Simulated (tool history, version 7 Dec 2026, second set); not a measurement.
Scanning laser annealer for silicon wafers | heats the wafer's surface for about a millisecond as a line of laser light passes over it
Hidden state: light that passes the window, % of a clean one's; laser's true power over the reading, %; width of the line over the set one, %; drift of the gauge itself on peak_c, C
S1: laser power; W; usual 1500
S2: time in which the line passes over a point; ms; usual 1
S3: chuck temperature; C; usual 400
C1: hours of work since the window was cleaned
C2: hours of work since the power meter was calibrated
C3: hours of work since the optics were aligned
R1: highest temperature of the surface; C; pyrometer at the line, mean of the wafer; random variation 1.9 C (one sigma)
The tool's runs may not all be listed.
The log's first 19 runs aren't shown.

run   hour    S1    S2   S3   C1   C2    C3    R1
 20  335.9  1500     1  438  377  629  1020  1135
 21  351.9  1500     1  438  388  641  1031  1132
 22  364.3  1500     1  438  397  649  1040  1130
 23  378.2  1500     1  438  406  659  1050  1130
 24  400.6  1628     1  438  422  675  1065  1207
 25  411.5  1513  0.77  424  430  683  1073  1029
 26  426.7  1377  0.88  400  440  693  1084   974
 27  448.2  1613  1.14  373  455  708  1099  1188
 28  467.8  1613  1.14  373  469  722  1112  1182
 29  485.4  1613  1.14  373  482  734  1125  1179
 30  507.2  1613  1.14  373  497  750  1140  1179
 31  527.1  1613  1.14  373  511  764  1154  1178
 32  542.6  1500  0.97  400  522  774  1165  1069
 33  568.6  1553  0.83  387  540  793  1183  1030
 34  592.4  1313  0.79  400  557  809  1200   904
 35    614  1313  0.79  400  572  825  1215   902
 36    633  1351  0.79  379  585  838  1228   899
 37    651  1339  0.96  400  598  851  1241   968
 38  673.9  1645  0.97  398  614  867  1257  1143
 39  687.5  1361  1.16  392  623  876  1267  1032
 40  709.5  1361  1.16  392  639  892  1282  1032
 41    734  1361  1.16  392  656  909  1299  1027

Forecast each of these 3 alternatives for the next run:
  A   755  1361  0.96  392  671  924  1314   ?
  B   755  1625  0.71  390  671  924  1314   ?
  C   755  1313  0.75  366  671  924  1314   ?

run    R1
  A   965
  B  1003
  C   846
Without the tool's hidden state the same runs would have given:
run    R1
  A  1031
  B  1073
  C   901
